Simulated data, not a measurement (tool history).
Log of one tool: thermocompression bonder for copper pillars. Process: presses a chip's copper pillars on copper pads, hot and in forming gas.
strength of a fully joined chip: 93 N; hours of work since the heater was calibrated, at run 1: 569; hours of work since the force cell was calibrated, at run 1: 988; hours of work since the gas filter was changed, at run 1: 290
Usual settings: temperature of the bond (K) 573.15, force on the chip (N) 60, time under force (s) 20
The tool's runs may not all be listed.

| run | hour | temperature of the bond (K) | force on the chip (N) | time under force (s) | hours of work since the heater was calibrated | hours of work since the force cell was calibrated | hours of work since the gas filter was changed | force that shears a chip off (N) |
|---|---|---|---|---|---|---|---|---|
| 1 | 0 | 573.15 | 60 | 20 | 569 | 988 | 290 | 33.4 |
| 2 | 20.3 | 573.15 | 60 | 22 | 584 | 1002 | 304 | 34.2 |
| 3 | 65.9 | 573.15 | 60 | 20 | 616 | 1035 | 337 | 32.4 |
| 4 | 101.1 | 573.15 | 57 | 20 | 641 | 1060 | 361 | 30.1 |
| 5 | 121.2 | 554.15 | 60 | 20 | 655 | 1074 | 376 | 25.8 |
| 6 | 142.4 | 562.15 | 60 | 20 | 670 | 1089 | 391 | 28.8 |
| 7 | 190.5 | 562.15 | 60 | 20 | 704 | 1123 | 425 | 26.7 |
| 8 | 227.2 | 562.15 | 60 | 20 | 730 | 1149 | 450 | 27.6 |
| 9 | 253.7 | 573.15 | 43 | 20 | 748 | 1167 | 469 | 25.3 |
|  | 256.4 | forming gas filter changed |
| 10 | 276.2 | 573.15 | 43 | 20 | 764 | 1183 | 14 | 26.9 |
| 11 | 303.2 | 573.15 | 43 | 20 | 783 | 1202 | 33 | 25.9 |
| 12 | 327.8 | 573.15 | 60 | 15 | 801 | 1219 | 50 | 30 |
| 13 | 361.2 | 577.15 | 60 | 10 | 824 | 1243 | 74 | 25.8 |
|  | 393.8 | force cell calibrated |
| 14 | 410.4 | 562.15 | 50 | 41 | 858 | 12 | 108 | 32.3 |
| 15 | 436.5 | 546.15 | 39 | 58 | 876 | 30 | 126 | 24 |
| 16 | 484.3 | 546.15 | 39 | 58 | 910 | 64 | 160 | 24.7 |
| 17 | 522.7 | 546.15 | 59 | 41 | 937 | 91 | 187 | 29.3 |

Forecast each of these 4 alternatives for the next run:
| A | 556.4 | 584.15 | 69 | 54 | 961 | 115 | 211 | ? |
| B | 556.4 | 553.15 | 59 | 41 | 961 | 115 | 211 | ? |
| C | 556.4 | 599.15 | 52 | 13 | 961 | 115 | 211 | ? |
| D | 556.4 | 573.15 | 78 | 15 | 961 | 115 | 211 | ? |

| run | force that shears a chip off (N) |
|---|---|
| A | 55.2 |
| B | 30.3 |
| C | 31.8 |
| D | 33.1 |
Without the tool's hidden state the same runs would have given:
| run | force that shears a chip off (N) |
|---|---|
| A | 59.7 |
| B | 33.7 |
| C | 34.9 |
| D | 36.5 |
